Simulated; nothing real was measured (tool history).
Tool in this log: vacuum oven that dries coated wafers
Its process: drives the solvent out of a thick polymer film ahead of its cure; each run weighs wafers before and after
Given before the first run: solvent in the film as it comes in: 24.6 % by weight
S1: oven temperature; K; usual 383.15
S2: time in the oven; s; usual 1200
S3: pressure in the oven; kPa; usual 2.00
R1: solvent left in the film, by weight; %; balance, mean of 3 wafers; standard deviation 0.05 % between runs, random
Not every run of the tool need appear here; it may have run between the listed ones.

run   hour      S1    S2    S3    R1
  1    0.0  383.15  1200  2.00  1.59
  2   17.0  383.15  1200  2.00  1.63
  3   45.2  383.15  1200  2.00  1.71
  4   65.3  383.15  2100  2.00  1.10
  5   96.0  383.15  2100  2.00  1.25
  6  128.2  383.15  1200  2.00  1.79
     132.5  -- vacuum gauge cleaned of residue and calibrated
  7  156.4  393.15  1200  2.00  0.87
  8  174.1  393.15  1200  2.00  0.84
  9  211.8  387.15   600  1.52  2.81
 10  234.4  387.15   600  1.52  2.85
 11  261.2  371.15   780  1.29  7.73
 12  285.3  382.15  1560  2.39  1.58

Here are 5 independent what-if runs from the current tool condition. What would each one return?
  A  301.1  383.15  1740  4.08   ?
  B  301.1  383.15   660  4.86   ?
  C  301.1  382.15  1200  6.16   ?
  D  301.1  382.15   720  1.41   ?
  E  301.1  397.15  1020  1.42   ?

run    R1
  A  2.30
  B  5.05
  C  3.83
  D  3.62
  E  0.55
Without the tool's hidden state the same runs would have given:
run    R1
  A  2.27
  B  5.63
  C  4.08
  D  4.15
  E  0.45

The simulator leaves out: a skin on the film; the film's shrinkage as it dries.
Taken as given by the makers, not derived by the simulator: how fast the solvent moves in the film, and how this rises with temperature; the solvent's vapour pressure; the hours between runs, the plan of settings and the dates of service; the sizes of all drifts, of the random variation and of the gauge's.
